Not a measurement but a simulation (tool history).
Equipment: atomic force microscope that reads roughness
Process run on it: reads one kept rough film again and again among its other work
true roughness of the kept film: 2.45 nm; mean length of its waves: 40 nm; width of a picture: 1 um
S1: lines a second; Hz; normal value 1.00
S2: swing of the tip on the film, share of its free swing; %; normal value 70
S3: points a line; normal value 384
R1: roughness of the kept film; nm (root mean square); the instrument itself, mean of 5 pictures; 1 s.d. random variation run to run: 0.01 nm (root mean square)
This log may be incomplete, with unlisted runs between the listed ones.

| run | hour | S1 | S2 | S3 | R1 |
|---|---|---|---|---|---|
| 1 | 0.0 | 1.00 | 70 | 384 | 2.249 |
| 2 | 10.6 | 1.00 | 70 | 384 | 2.226 |
| 3 | 16.0 | 1.00 | 70 | 384 | 2.217 |
| 4 | 24.1 | 1.00 | 70 | 384 | 2.218 |
| 5 | 32.5 | 2.04 | 70 | 384 | 2.173 |
| 6 | 38.1 | 2.04 | 57 | 384 | 2.217 |
| 7 | 45.4 | 2.04 | 57 | 384 | 2.189 |
| 8 | 53.9 | 2.04 | 57 | 384 | 2.200 |
|  | 56.1 | new tip fitted |
| 9 | 63.0 | 2.04 | 57 | 384 | 2.331 |
| 10 | 70.0 | 1.00 | 70 | 384 | 2.335 |
| 11 | 80.0 | 0.81 | 70 | 384 | 2.315 |
| 12 | 90.2 | 0.81 | 70 | 384 | 2.297 |
| 13 | 95.8 | 1.00 | 70 | 384 | 2.279 |
| 14 | 104.8 | 1.00 | 70 | 384 | 2.284 |
| 15 | 114.2 | 1.00 | 70 | 384 | 2.256 |
| 16 | 121.4 | 2.89 | 70 | 384 | 2.207 |
| 17 | 126.5 | 2.89 | 70 | 384 | 2.182 |
| 18 | 136.4 | 2.89 | 70 | 384 | 2.179 |
| 19 | 146.2 | 2.89 | 70 | 384 | 2.150 |
| 20 | 156.3 | 1.83 | 79 | 790 | 2.162 |
| 21 | 165.6 | 1.83 | 79 | 790 | 2.138 |
| 22 | 171.6 | 1.83 | 79 | 790 | 2.136 |
| 23 | 180.0 | 1.83 | 90 | 291 | 2.064 |
|  | 186.3 | new tip fitted |
| 24 | 189.0 | 0.73 | 70 | 771 | 2.334 |
| 25 | 199.2 | 2.35 | 70 | 783 | 2.255 |
| 26 | 209.1 | 2.35 | 70 | 783 | 2.265 |
| 27 | 218.4 | 1.76 | 83 | 341 | 2.200 |
| 28 | 223.1 | 1.76 | 83 | 341 | 2.193 |

Run 29, settings as shown, results not yet in. Your forecast:
| 29 | 231.7 | 1.76 | 83 | 341 | ? |

R1: 2.176 nm (root mean square)
Minus the tool's unlogged condition, the same run would have read R1 2.217 nm (root mean square).
